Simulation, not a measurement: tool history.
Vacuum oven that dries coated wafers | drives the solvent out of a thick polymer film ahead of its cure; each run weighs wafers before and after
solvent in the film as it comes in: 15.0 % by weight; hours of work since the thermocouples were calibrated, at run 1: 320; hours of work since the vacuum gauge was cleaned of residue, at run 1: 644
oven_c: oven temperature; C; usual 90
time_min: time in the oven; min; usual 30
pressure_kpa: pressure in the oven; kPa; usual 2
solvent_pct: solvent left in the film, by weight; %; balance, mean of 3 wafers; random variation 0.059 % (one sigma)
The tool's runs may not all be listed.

run,hour,oven_c,time_min,pressure_kpa,hours of work since the thermocouples were calibrated,hours of work since the vacuum gauge was cleaned of residue,solvent_pct
1,0,90,30,2,320,644,3.21
2,8.9,90,30,2,325,649,3.33
3,28.5,90,30,2,336,660,3.22
4,48.2,90,30,2,348,671,3.34
5,64.4,90,30,2,357,680,3.27
6,83.6,90,30,2,368,692,3.44
7,102.6,90,30,2,379,702,3.25
8,116.2,90,30,2,387,710,3.33
9,135.6,90,30,2,398,721,3.29
10,152,90,30,2,407,731,3.3
11,161.5,90,30,2,413,736,3.29
12,176.6,88,30,2,421,745,3.72
13,197,88,30,2,433,757,3.79
14,217.9,90,30,2,445,769,3.3
15,233.5,90,30,2,454,777,3.38
16,253,90,30,2,465,789,3.36
17,272,90,45,2,476,800,3.01
18,284.8,90,45,2,483,807,3
19,293.9,90,45,2,489,812,2.98
20,312.5,90,43,2,499,823,3.02
21,326.7,97,43,2,507,831,2.17
22,342,97,43,2,516,840,2.04
23,357.3,97,43,2,525,848,2.21
24,372.6,90,30,2,534,857,3.4
25,393.2,90,30,2,546,869,3.34
26,411.2,90,30,2,556,879,3.46
27,423.7,90,30,2,563,887,3.39
28,439,99,43,7.66,572,895,7.56
29,457.4,104,40,5.29,582,906,4.38
30,476.3,88,18,7.98,593,917,12.31
31,489.3,88,18,7.98,601,924,12.68
32,502.6,90,24,1.98,608,932,3.97
33,516.9,90,24,1.98,616,940,3.83
34,527,90,35,7.69,622,946,10.63
35,540.8,105,16,1.7,630,954,1.6
36,560.2,95,31,1.7,641,965,2.21
37,577.3,104,31,2,651,975,1.78
38,587.1,75,33,3.8,657,980,11.14
39,602.4,75,33,3.8,665,989,11.59
40,612.4,100,18,3.84,671,995,4.03
41,627.6,100,18,3.95,680,1003,4.06
42,648.1,100,18,3.95,692,1015,4.02
43,665.2,96,23,3.6,702,1025,4.31
44,682.8,96,23,3.6,712,1035,4.32
45,702.1,96,23,2.89,723,1046,3.6
46,722.3,93,19,3.21,734,1058,5.09
47,736.5,93,19,3.21,742,1066,5.1
48,754.1,90,49,2.25,752,1076,3.37

3 ways to go on from here, each from the tool as it stands after run 48. What would each give?
A,765.6,89,19,2.85,759,1083,?
B,765.6,90,30,4.47,759,1083,?
C,765.6,94,30,2,759,1083,?

run,solvent_pct
A,5.97
B,6.81
C,2.65
Without the tool's hidden state the same runs would have given:
run,solvent_pct
A,5.43
B,6.28
C,2.32
